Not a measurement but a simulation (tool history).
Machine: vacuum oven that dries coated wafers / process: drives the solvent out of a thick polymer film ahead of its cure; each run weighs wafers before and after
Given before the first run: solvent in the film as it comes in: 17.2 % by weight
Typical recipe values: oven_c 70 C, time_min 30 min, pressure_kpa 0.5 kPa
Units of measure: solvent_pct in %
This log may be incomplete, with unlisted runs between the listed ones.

run 1 day=0 | oven_c=70 time_min=30 pressure_kpa=0.5 | solvent_pct=4.09
run 2 day=0.929 | oven_c=70 time_min=30 pressure_kpa=0.5 | solvent_pct=4.15
run 3 day=1.608 | oven_c=70 time_min=30 pressure_kpa=0.5 | solvent_pct=4.12
run 4 day=2.517 | oven_c=70 time_min=30 pressure_kpa=0.5 | solvent_pct=4.12
run 5 day=3.296 | oven_c=70 time_min=24 pressure_kpa=0.5 | solvent_pct=5.24
run 6 day=3.879 | oven_c=63 time_min=30 pressure_kpa=0.5 | solvent_pct=7
run 7 day=4.671 | oven_c=63 time_min=27 pressure_kpa=0.5 | solvent_pct=7.42
run 8 day=5.346 | oven_c=70 time_min=30 pressure_kpa=1.832 | solvent_pct=4.54
run 9 day=5.754 | oven_c=76 time_min=19 pressure_kpa=1.914 | solvent_pct=4.47
run 10 day=6.629 | oven_c=76 time_min=19 pressure_kpa=1.914 | solvent_pct=4.38
run 11 day=7.217 | oven_c=76 time_min=19 pressure_kpa=1.914 | solvent_pct=4.43
run 12 day=7.796 | oven_c=76 time_min=19 pressure_kpa=1.914 | solvent_pct=4.43
run 13 day=8.404 | oven_c=76 time_min=19 pressure_kpa=1.914 | solvent_pct=4.41

The next listed run, before its measurement:
run 14 day=9.008 | oven_c=74 time_min=17 pressure_kpa=0.9 | solvent_pct=?

Run 14 produced solvent_pct 5.58 %.
Were there no unlogged condition in the tool, this run, its random variation unchanged, would have produced solvent_pct 5.61 %.
